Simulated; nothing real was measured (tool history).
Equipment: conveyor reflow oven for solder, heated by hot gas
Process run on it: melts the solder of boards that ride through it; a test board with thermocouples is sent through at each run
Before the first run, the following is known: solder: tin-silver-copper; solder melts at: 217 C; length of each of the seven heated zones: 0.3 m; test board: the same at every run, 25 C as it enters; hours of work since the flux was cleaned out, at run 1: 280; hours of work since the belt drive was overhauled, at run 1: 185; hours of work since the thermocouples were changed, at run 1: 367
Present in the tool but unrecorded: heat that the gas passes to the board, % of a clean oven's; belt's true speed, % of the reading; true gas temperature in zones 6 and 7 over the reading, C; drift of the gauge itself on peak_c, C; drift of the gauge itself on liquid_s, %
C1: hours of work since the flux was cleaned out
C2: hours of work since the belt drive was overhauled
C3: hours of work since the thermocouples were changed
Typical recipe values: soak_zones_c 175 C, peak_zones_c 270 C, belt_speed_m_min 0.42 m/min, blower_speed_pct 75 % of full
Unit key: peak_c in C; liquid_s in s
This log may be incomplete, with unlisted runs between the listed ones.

Run 1, day 0: usual settings; C1 280; C2 185; C3 367. Result: peak_c 259.6 C, liquid_s 71.2 s.
Run 2, day 2.642: usual settings; C1 312; C2 217; C3 398. Result: peak_c 259.7 C, liquid_s 71.1 s.
Run 3, day 4.283: usual settings but belt_speed_m_min 0.487 m/min; C1 331; C2 236; C3 418. Result: peak_c 255 C, liquid_s 57.7 s.
Run 4, day 6.3: usual settings but belt_speed_m_min 0.487 m/min; C1 355; C2 260; C3 442. Result: peak_c 254.8 C, liquid_s 57.5 s.
Run 5, day 8.304: usual settings but belt_speed_m_min 0.487 m/min; C1 379; C2 284; C3 465. Result: peak_c 254.8 C, liquid_s 57.3 s.
Run 6, day 9.921: usual settings but belt_speed_m_min 0.487 m/min; C1 398; C2 303; C3 485. Result: peak_c 254.7 C, liquid_s 57.2 s.
At day 10.358: flux residue cleaned out of gas plates and filters.
Run 7, day 11.633: usual settings but belt_speed_m_min 0.487 m/min; C1 15; C2 321; C3 502. Result: peak_c 258 C, liquid_s 60 s.
Run 8, day 14.375: usual settings but soak_zones_c 185 C; C1 48; C2 354; C3 535. Result: peak_c 263.2 C, liquid_s 78.3 s.
Run 9, day 15.929: usual settings but soak_zones_c 185 C; C1 66; C2 372; C3 553. Result: peak_c 263.1 C, liquid_s 78 s.
Run 10, day 17.462: usual settings but soak_zones_c 185 C; C1 84; C2 390; C3 572. Result: peak_c 263.3 C, liquid_s 78.4 s.
Run 11, day 18.808: usual settings; C1 100; C2 406; C3 588. Result: peak_c 261.8 C, liquid_s 73 s.
Run 12, day 21.188: usual settings; C1 129; C2 435; C3 616. Result: peak_c 261.7 C, liquid_s 73.9 s.
Run 13, day 23.983: usual settings but belt_speed_m_min 0.444 m/min; C1 162; C2 468; C3 649. Result: peak_c 260.1 C, liquid_s 68 s.
Run 14, day 25.304: usual settings but belt_speed_m_min 0.444 m/min; C1 177; C2 483; C3 665. Result: peak_c 259.9 C, liquid_s 68.1 s.
Run 15, day 27.308: usual settings but belt_speed_m_min 0.444 m/min; C1 201; C2 507; C3 688. Result: peak_c 260.2 C, liquid_s 68.2 s.
Run 16, day 30.071: usual settings but belt_speed_m_min 0.401 m/min, blower_speed_pct 61 % of full; C1 234; C2 540; C3 721. Result: peak_c 261.3 C, liquid_s 76.6 s.
Run 17, day 31.25: usual settings but peak_zones_c 280 C, belt_speed_m_min 0.413 m/min, blower_speed_pct 61 % of full; C1 248; C2 554; C3 735. Result: peak_c 270 C, liquid_s 78.8 s.
Run 18, day 33.421: usual settings but soak_zones_c 165 C, peak_zones_c 280 C, belt_speed_m_min 0.413 m/min, blower_speed_pct 61 % of full; C1 274; C2 580; C3 761. Result: peak_c 268.6 C, liquid_s 74.6 s.
Run 19, day 34.971: usual settings but soak_zones_c 169 C, belt_speed_m_min 0.345 m/min; C1 292; C2 598; C3 779. Result: peak_c 265.6 C, liquid_s 90.6 s.
At day 36.804: thermocouples of zones 6 and 7 changed.
Run 20, day 36.804: usual settings but soak_zones_c 180 C, blower_speed_pct 61 % of full; C1 313; C2 619; C3 0. Result: peak_c 257.6 C, liquid_s 72.8 s.
Run 21, day 38.288: usual settings but soak_zones_c 180 C, peak_zones_c 272 C, blower_speed_pct 71 % of full; C1 331; C2 637; C3 18. Result: peak_c 260.5 C, liquid_s 74.9 s.
Run 22, day 40.308: usual settings but soak_zones_c 180 C, peak_zones_c 272 C, blower_speed_pct 71 % of full; C1 355; C2 661; C3 42. Result: peak_c 260.4 C, liquid_s 74.8 s.
Run 23, day 42.833: usual settings but blower_speed_pct 81 % of full; C1 385; C2 691; C3 72. Result: peak_c 258.7 C, liquid_s 71.8 s.
At day 44.429: flux residue cleaned out of gas plates and filters.
Run 24, day 45.529: usual settings but soak_zones_c 180 C, belt_speed_m_min 0.345 m/min, blower_speed_pct 56 % of full; C1 13; C2 720; C3 101. Result: peak_c 263.7 C, liquid_s 94.7 s.
Run 25, day 48.321: usual settings but soak_zones_c 180 C, belt_speed_m_min 0.348 m/min, blower_speed_pct 83 % of full; C1 46; C2 753; C3 134. Result: peak_c 265 C, liquid_s 95.3 s.
Run 26, day 50.654: usual settings but peak_zones_c 285 C, belt_speed_m_min 0.455 m/min, blower_speed_pct 69 % of full; C1 74; C2 781; C3 162. Result: peak_c 271.7 C, liquid_s 72.9 s.
Run 27, day 52.075: usual settings but peak_zones_c 285 C, belt_speed_m_min 0.455 m/min, blower_speed_pct 69 % of full; C1 91; C2 798; C3 179. Result: peak_c 271.5 C, liquid_s 73.2 s.
Run 28, day 54.788: usual settings but soak_zones_c 187 C, peak_zones_c 264 C, belt_speed_m_min 0.465 m/min, blower_speed_pct 63 % of full; C1 123; C2 830; C3 211. Result: peak_c 252.9 C, liquid_s 65.9 s.
Run 29, day 57.25: usual settings but soak_zones_c 187 C, peak_zones_c 264 C, belt_speed_m_min 0.465 m/min, blower_speed_pct 63 % of full; C1 152; C2 859; C3 240. Result: peak_c 252.9 C, liquid_s 65.8 s.
At day 58.683: belt drive overhauled, speed set with a stopwatch.
Run 30, day 58.788: usual settings but soak_zones_c 186 C, peak_zones_c 259 C, belt_speed_m_min 0.449 m/min, blower_speed_pct 63 % of full; C1 168; C2 1; C3 256. Result: peak_c 248.4 C, liquid_s 62.7 s.

Selected run-to-run steps in peak_c, each split into two signed amounts: the part the tool would show with no hidden state at all (from settings, incoming material and random variation), and the remainder, which goes to the hidden state together with any gauge scatter not common to the measured and the hidden-state-free results:
Run 6 -> 7: flux residue cleaned out of gas plates and filters. peak_c +3.3 C: hidden state +3.4, all else -0.1.
Run 16 -> 17: peak_zones_c 270 -> 280, belt_speed_m_min 0.401 -> 0.413. peak_c +8.7 C: hidden state -0.1, all else +8.8.
Run 19 -> 20: soak_zones_c 169 -> 180, belt_speed_m_min 0.345 -> 0.42, blower_speed_pct 75 -> 61, thermocouples of zones 6 and 7 changed. peak_c -8 C: hidden state -3.4, all else -4.6.
Run 23 -> 24: soak_zones_c 175 -> 180, belt_speed_m_min 0.42 -> 0.345, blower_speed_pct 81 -> 56, flux residue cleaned out of gas plates and filters. peak_c +5 C: hidden state +2.5, all else +2.5.
Run 27 -> 28: soak_zones_c 175 -> 187, peak_zones_c 285 -> 264, belt_speed_m_min 0.455 -> 0.465, blower_speed_pct 69 -> 63. peak_c -18.6 C: hidden state -0.1, all else -18.5.
